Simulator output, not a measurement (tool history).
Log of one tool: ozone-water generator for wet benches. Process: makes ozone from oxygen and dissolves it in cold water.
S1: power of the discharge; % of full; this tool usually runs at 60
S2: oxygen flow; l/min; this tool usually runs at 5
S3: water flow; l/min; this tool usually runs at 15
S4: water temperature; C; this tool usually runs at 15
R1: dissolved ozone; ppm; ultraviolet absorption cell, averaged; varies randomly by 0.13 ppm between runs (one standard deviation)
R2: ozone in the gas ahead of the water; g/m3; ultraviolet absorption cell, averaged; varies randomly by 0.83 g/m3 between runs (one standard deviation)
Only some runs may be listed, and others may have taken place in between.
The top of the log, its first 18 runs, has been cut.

Run 19, day 16.45: usual settings but S3 19 l/min. Result: R1 11.2 ppm, R2 131 g/m3.
Run 20, day 17.608: usual settings but S1 49 % of full, S2 2.85 l/min, S3 19 l/min, S4 20 C. Result: R1 8.7 ppm, R2 149.2 g/m3.
Run 21, day 18.212: usual settings but S1 69 % of full, S2 2.85 l/min, S3 19 l/min, S4 23 C. Result: R1 11.3 ppm, R2 204.3 g/m3.
At day 18.5: contactor cleaned.
Run 22, day 19.188: usual settings but S3 21 l/min. Result: R1 10.2 ppm, R2 132.9 g/m3.
Run 23, day 20: usual settings but S1 61 % of full, S3 21 l/min. Result: R1 10.4 ppm, R2 134 g/m3.
Run 24, day 20.554: usual settings but S1 61 % of full, S3 21 l/min. Result: R1 10.3 ppm, R2 134.4 g/m3.
At day 20.854: contactor cleaned, once more.
Run 25, day 21.288: usual settings but S1 58 % of full, S2 6.02 l/min, S3 11 l/min, S4 9 C. Result: R1 19.6 ppm, R2 115.7 g/m3.
Run 26, day 22.379: usual settings but S3 21 l/min, S4 12 C. Result: R1 11.3 ppm, R2 132.1 g/m3.
Run 27, day 23.362: usual settings but S1 78 % of full, S2 2.88 l/min, S3 11 l/min, S4 16 C. Result: R1 23.3 ppm, R2 225.5 g/m3.
Run 28, day 24.292: usual settings but S1 78 % of full, S2 2.88 l/min, S3 16 l/min, S4 7 C. Result: R1 18.2 ppm, R2 225.8 g/m3.
Run 29, day 24.862: usual settings but S1 78 % of full, S2 2.88 l/min, S3 16 l/min, S4 7 C. Result: R1 18.2 ppm, R2 226.5 g/m3.
Run 30, day 25.846: usual settings but S1 59 % of full, S2 5.44 l/min, S4 16 C. Result: R1 14 ppm, R2 123.9 g/m3.

Each row is a separate what-if for the run after 30, all from the same tool condition, not one after another. Results?
Run A, day 27.138: usual settings but S2 4.04 l/min. Result: R1 ?, R2 ?.
Run B, day 27.138: usual settings but S1 59 % of full, S2 5.44 l/min, S3 12 l/min, S4 16 C. Result: R1 ?, R2 ?.
Run C, day 27.138: usual settings but S3 10 l/min, S4 17 C. Result: R1 ?, R2 ?.

run    R1     R2
  A  14.4  147.6
  B  16.5  123.7
  C  18.8  130.5
With no hidden state in the tool, these same runs would have given:
run    R1     R2
  A  14.7  149.7
  B  16.8  125.5
  C  19.2  132.4
